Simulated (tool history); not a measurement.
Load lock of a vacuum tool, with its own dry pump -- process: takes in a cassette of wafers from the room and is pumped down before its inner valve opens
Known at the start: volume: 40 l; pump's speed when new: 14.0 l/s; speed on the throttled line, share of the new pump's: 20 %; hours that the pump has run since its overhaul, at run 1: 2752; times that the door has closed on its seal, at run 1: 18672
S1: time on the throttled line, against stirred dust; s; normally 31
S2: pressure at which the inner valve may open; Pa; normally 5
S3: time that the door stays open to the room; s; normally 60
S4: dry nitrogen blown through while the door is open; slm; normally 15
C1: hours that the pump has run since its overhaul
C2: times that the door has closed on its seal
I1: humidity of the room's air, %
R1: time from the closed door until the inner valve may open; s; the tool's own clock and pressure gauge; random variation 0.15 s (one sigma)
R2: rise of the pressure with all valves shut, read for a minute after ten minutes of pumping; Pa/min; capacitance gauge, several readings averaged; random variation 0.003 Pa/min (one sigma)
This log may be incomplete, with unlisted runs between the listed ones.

run      day  S1  S2   S3  S4    C1     C2    I1    R1     R2
  1        0  31   5   60  15  2752  18672  43.1  53.4  0.024
  2   12.175  31   5   60  15  3044  19057  44.7  53.1  0.026
  3   26.204  31   5  100  15  3380  19502  42.8  53.1  0.042
  4   39.025  31   5   60   9  3688  19908  42.9  53.3  0.027
  5   48.758  31   5   60  15  3922  20216  44.4  53.1  0.027
  6   59.033  31   5   60  15  4168  20542    46  53.3  0.025
  7   69.883  31   5   60  15  4429  20886  44.2  53.4  0.028
  8   81.825  31   5   60   5  4715  21264  45.8  53.3  0.032
  9   91.662  31   5   60  15  4951  21575  43.7  53.3  0.027
 10  102.329  31   8   60  15  5208  21913  44.5    52  0.031
     116.442  -- door's seal changed, seat wiped
 11  116.908  25  10   37  15  5556     14  43.8  46.4  0.027
 12  130.767  25  10   37  15  5889    453  45.2  46.6  0.018
 13  138.962  24   4  226   6  6085    713  46.7  48.6  0.068
 14  153.512  18   5   81  21  6434   1174  43.4    43  0.026
 15  162.688  31   5  186   6  6655   1465  46.4  53.3  0.062
 16  175.588  26   9   52  17  6964   1873  42.7  47.7  0.021
 17  191.308  26   9   52  17  7342   2371  43.6  47.6  0.024

Forecast each of these 3 alternatives for the next run:
  A  208.771  31   7  66  15  7761  2924  47.4   ?   ?
  B  208.771  30   5  34  15  7761  2924  45.8   ?   ?
  C  208.771  26   9  56  17  7761  2924  43.4   ?   ?

run    R1     R2
  A  52.2  0.023
  B  52.5  0.021
  C  47.5  0.023
The same runs, with their run-to-run variation unchanged, on a tool lacking any hidden condition would have given:
run    R1     R2
  A  52.2  0.023
  B  52.5  0.021
  C  47.5  0.023

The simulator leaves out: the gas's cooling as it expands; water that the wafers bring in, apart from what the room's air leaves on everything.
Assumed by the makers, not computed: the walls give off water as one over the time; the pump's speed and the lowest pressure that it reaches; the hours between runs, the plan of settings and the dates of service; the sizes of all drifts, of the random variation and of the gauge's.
